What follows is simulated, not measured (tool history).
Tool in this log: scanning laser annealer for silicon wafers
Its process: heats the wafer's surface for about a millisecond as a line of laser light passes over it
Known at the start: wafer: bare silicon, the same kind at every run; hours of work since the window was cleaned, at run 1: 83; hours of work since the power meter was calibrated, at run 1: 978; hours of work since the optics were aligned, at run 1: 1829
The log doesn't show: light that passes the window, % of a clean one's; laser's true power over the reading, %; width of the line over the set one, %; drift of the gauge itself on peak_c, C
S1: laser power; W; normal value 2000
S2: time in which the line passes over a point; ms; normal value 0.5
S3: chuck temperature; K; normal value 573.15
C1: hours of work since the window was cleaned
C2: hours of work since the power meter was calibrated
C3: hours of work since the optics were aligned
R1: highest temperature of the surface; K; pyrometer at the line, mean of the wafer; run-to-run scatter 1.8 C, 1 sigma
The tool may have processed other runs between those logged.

run   hour    S1     S2      S3   C1    C2    C3       R1
  1      0  2000    0.5  573.15   83   978  1829  1268.15
      16.1  -- optics aligned, line set to its width
  2   46.9  2000    0.5  573.15  100   995    13  1275.15
  3   79.6  2000    0.5  555.15  113  1009    26  1258.15
  4  117.1  2000    0.5  573.15  129  1024    42  1275.15
  5  159.1  2000    0.5  573.15  146  1041    59  1273.15
  6  186.3  2000    0.5  573.15  157  1053    70  1274.15
     191.1  -- window over the wafer cleaned
  7  231.9  2000    0.5  573.15   17  1071    88  1266.15
  8  266.6  2000    0.5  573.15   31  1085   102  1265.15
  9  297.7  2000    0.5  573.15   44  1098   115  1264.15
     308.4  -- window over the wafer cleaned, once more
 10  343.3  2000    0.5  573.15   14  1116   133  1282.15
 11  370.3  2000    0.5  573.15   25  1127   144  1282.15
 12    406  1945  0.399  573.15   40  1142   159  1191.15
 13  443.9  1945  0.399  573.15   56  1157   175  1189.15
 14  477.7  1945  0.399  573.15   70  1171   189  1187.15
 15  512.9  1945  0.478  585.15   84  1186   203  1256.15
 16  550.1  1945  0.478  585.15  100  1201   218  1254.15
 17    575  1968   0.47  573.15  110  1211   229  1242.15
 18  632.7  2035  0.447  566.15  134  1235   252  1243.15
 19  680.5  2035  0.447  566.15  153  1255   272  1242.15

Here are 3 independent what-if runs from the current tool condition. What would each one return?
  A  731.5  1884  0.516  564.15  174  1276  293   ?
  B  731.5  2035  0.447  545.15  174  1276  293   ?
  C  731.5  2112  0.479  545.15  174  1276  293   ?

run       R1
  A  1234.15
  B  1217.15
  C  1262.15
Without the tool's hidden state the same runs would have given:
run       R1
  A  1241.15
  B  1224.15
  C  1270.15
